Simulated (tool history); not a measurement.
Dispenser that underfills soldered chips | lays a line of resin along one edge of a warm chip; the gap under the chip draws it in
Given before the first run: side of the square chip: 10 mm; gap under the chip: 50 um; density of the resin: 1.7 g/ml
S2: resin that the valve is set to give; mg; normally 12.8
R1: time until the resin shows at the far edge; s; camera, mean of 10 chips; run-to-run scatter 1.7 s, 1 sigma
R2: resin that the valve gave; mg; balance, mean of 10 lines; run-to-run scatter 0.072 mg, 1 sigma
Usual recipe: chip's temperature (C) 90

{"run": 1, "hour": 0.0, "chip's temperature (C)": 90, "S2": 12.8, "R1": 280.8, "R2": 12.12}
{"hour": 1.4, "done": "dispensing valve cleaned and set on the balance"}
{"hour": 3.9, "done": "new syringe of resin"}
{"run": 2, "hour": 8.8, "chip's temperature (C)": 90, "S2": 12.8, "R1": 195.7, "R2": 12.88}
{"run": 3, "hour": 16.4, "chip's temperature (C)": 90, "S2": 12.8, "R1": 266.3, "R2": 12.81}
{"hour": 20.3, "done": "new syringe of resin"}
{"run": 4, "hour": 21.5, "chip's temperature (C)": 90, "S2": 12.8, "R1": 173.6, "R2": 12.71}
{"run": 5, "hour": 27.4, "chip's temperature (C)": 90, "S2": 12.8, "R1": 215.3, "R2": 12.63}
{"run": 6, "hour": 34.1, "chip's temperature (C)": 94, "S2": 12.8, "R1": 235.0, "R2": 12.71}
{"hour": 36.7, "done": "new syringe of resin"}
{"run": 7, "hour": 38.6, "chip's temperature (C)": 94, "S2": 12.8, "R1": 150.9, "R2": 12.69}
{"run": 8, "hour": 46.0, "chip's temperature (C)": 94, "S2": 12.8, "R1": 198.1, "R2": 12.66}
{"run": 9, "hour": 51.7, "chip's temperature (C)": 94, "S2": 12.8, "R1": 246.1, "R2": 12.63}
{"hour": 53.4, "done": "new syringe of resin"}
{"run": 10, "hour": 57.2, "chip's temperature (C)": 94, "S2": 12.8, "R1": 161.2, "R2": 12.71}
{"run": 11, "hour": 61.7, "chip's temperature (C)": 103, "S2": 16.1, "R1": 136.7, "R2": 15.85}
{"run": 12, "hour": 69.2, "chip's temperature (C)": 80, "S2": 16.2, "R1": 421.9, "R2": 15.68}
{"hour": 70.0, "done": "new syringe of resin"}
{"run": 13, "hour": 75.7, "chip's temperature (C)": 90, "S2": 15.0, "R1": 200.1, "R2": 14.68}
{"run": 14, "hour": 81.8, "chip's temperature (C)": 105, "S2": 13.8, "R1": 143.4, "R2": 13.47}
{"hour": 86.5, "done": "new syringe of resin"}
{"run": 15, "hour": 87.2, "chip's temperature (C)": 94, "S2": 12.5, "R1": 146.7, "R2": 12.18}
{"run": 16, "hour": 93.3, "chip's temperature (C)": 94, "S2": 12.5, "R1": 185.2, "R2": 12.2}
{"run": 17, "hour": 98.2, "chip's temperature (C)": 90, "S2": 12.8, "R1": 260.7, "R2": 12.36}

Per-run results on a tool with no hidden state, each run keeping its own random variation:
Hidden state at play: resin's viscosity, % of fresh resin's; dose that the valve gives, % of what is set; true chip temperature over the reading, C; drift of the gauge itself on fill_s, %; drift of the gauge itself on given_mg, %.
run=1 R1=169.7 R2=12.84
run=2 R1=167.1 R2=12.90
run=3 R1=171.3 R2=12.86
run=4 R1=169.6 R2=12.77
run=5 R1=168.5 R2=12.72
run=6 R1=143.7 R2=12.84
run=7 R1=146.6 R2=12.84
run=8 R1=145.9 R2=12.85
run=9 R1=146.2 R2=12.84
run=10 R1=144.6 R2=12.94
run=11 R1=103.7 R2=16.17
run=12 R1=242.6 R2=16.04
run=13 R1=169.4 R2=15.05
run=14 R1=96.3 R2=13.84
run=15 R1=146.4 R2=12.54
run=16 R1=146.6 R2=12.59
run=17 R1=172.8 R2=12.78

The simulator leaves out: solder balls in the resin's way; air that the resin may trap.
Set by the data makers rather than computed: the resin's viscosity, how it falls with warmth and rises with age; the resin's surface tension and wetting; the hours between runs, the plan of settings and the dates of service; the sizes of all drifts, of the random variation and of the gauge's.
